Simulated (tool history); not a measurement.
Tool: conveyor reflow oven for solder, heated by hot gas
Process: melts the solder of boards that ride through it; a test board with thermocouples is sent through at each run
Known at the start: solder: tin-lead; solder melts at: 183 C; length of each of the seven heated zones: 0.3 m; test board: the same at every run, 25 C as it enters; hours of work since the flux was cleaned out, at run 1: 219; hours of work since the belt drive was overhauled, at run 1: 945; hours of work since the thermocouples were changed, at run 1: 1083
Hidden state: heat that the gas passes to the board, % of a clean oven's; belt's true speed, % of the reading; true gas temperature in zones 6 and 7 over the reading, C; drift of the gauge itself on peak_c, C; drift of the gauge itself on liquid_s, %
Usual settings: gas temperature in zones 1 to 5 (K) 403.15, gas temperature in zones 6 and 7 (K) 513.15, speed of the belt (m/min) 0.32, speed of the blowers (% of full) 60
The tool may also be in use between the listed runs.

| run | day | gas temperature in zones 1 to 5 (K) | gas temperature in zones 6 and 7 (K) | speed of the belt (m/min) | speed of the blowers (% of full) | hours of work since the flux was cleaned out | hours of work since the belt drive was overhauled | hours of work since the thermocouples were changed | highest temperature of the board (K) | time above the solder's melting point (s) |
|---|---|---|---|---|---|---|---|---|---|---|
| 1 | 0 | 403.15 | 513.15 | 0.32 | 60 | 219 | 945 | 1083 | 495.35 | 86.9 |
| 2 | 1.908 | 403.15 | 513.15 | 0.32 | 60 | 249 | 974 | 1112 | 495.35 | 87.1 |
| 3 | 4.717 | 403.15 | 513.15 | 0.32 | 60 | 292 | 1018 | 1156 | 494.85 | 87.1 |
|  | 5.162 | thermocouples of zones 6 and 7 changed |
| 4 | 7.267 | 403.15 | 513.15 | 0.32 | 60 | 330 | 1056 | 33 | 492.65 | 84.4 |
| 5 | 10.1 | 403.15 | 513.15 | 0.32 | 60 | 374 | 1100 | 76 | 492.55 | 83.7 |
| 6 | 13.242 | 403.15 | 513.15 | 0.32 | 60 | 423 | 1148 | 125 | 492.35 | 84.4 |
|  | 13.671 | belt drive overhauled, speed set with a stopwatch |
| 7 | 15.15 | 403.15 | 513.15 | 0.32 | 60 | 450 | 23 | 152 | 492.85 | 85.4 |
| 8 | 16.638 | 403.15 | 525.15 | 0.283 | 60 | 473 | 46 | 175 | 507.45 | 114 |
|  | 17.746 | flux residue cleaned out of gas plates and filters |
| 9 | 19.033 | 403.15 | 524.15 | 0.266 | 81 | 20 | 80 | 209 | 515.75 | 128.7 |
| 10 | 22.054 | 403.15 | 524.15 | 0.266 | 81 | 67 | 126 | 256 | 515.35 | 128.3 |

4 ways to go on from here, each from the tool as it stands after run 10. What would each give?
| A | 24.217 | 403.15 | 507.15 | 0.359 | 57 | 100 | 160 | 289 | ? | ? |
| B | 24.217 | 403.15 | 516.15 | 0.34 | 80 | 100 | 160 | 289 | ? | ? |
| C | 24.217 | 403.15 | 513.15 | 0.299 | 60 | 100 | 160 | 289 | ? | ? |
| D | 24.217 | 403.15 | 524.15 | 0.298 | 56 | 100 | 160 | 289 | ? | ? |

| run | highest temperature of the board (K) | time above the solder's melting point (s) |
|---|---|---|
| A | 485.45 | 68 |
| B | 500.35 | 89.9 |
| C | 497.65 | 99.7 |
| D | 506.95 | 107.6 |
Without the tool's hidden state the same runs would have given:
| run | highest temperature of the board (K) | time above the solder's melting point (s) |
|---|---|---|
| A | 483.55 | 62.3 |
| B | 498.65 | 84.3 |
| C | 495.85 | 93.1 |
| D | 504.95 | 100.9 |
